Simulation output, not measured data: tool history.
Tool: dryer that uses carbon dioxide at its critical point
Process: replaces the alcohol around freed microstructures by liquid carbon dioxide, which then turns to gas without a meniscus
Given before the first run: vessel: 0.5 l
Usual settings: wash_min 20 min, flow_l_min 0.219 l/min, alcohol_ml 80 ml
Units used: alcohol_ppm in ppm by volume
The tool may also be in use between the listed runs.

run    day  wash_min  flow_l_min  alcohol_ml  alcohol_ppm
  1  0.000        20       0.219          80           53
  2  0.367        20       0.219          80           69
  3  0.842        12       0.219          80          953
  4  1.208        20       0.219          80           76
  5  1.417        20       0.339          80           40
  6  1.875        12       0.339          80           85
  7  2.196        12       0.339          80           94
  8  2.462        12       0.339          80           97
  9  2.875        12       0.339          80           79
 10  3.275        12       0.339          80           95
 11  3.562        28       0.219          80           56
 12  3.767        20       0.219          80           81
 13  4.067        20       0.219          80           87
 14  4.554        20       0.219          80           87
 15  4.829        15       0.219          80          330
 16  5.138        20       0.197          80          141
 17  5.467        20       0.197          80          144
 18  5.738        20       0.219          22           63
 19  5.988        20       0.219          22           60
 20  6.321        20       0.219          22           68
 21  6.767        20       0.219          22           74
 22  7.117        20       0.219          75           80
 23  7.504        20       0.219          75           91
 24  7.767        17       0.267          29           60
 25  8.004        14       0.216          36          284
 26  8.467        19       0.157          44          403
 27  8.758        17       0.253          36           70

Expected results for the next run?
 28  9.038        15       0.245          28            ?

alcohol_ppm: 111 ppm by volume
Minus the tool's unlogged condition, the same run would have read alcohol_ppm 46 ppm by volume.
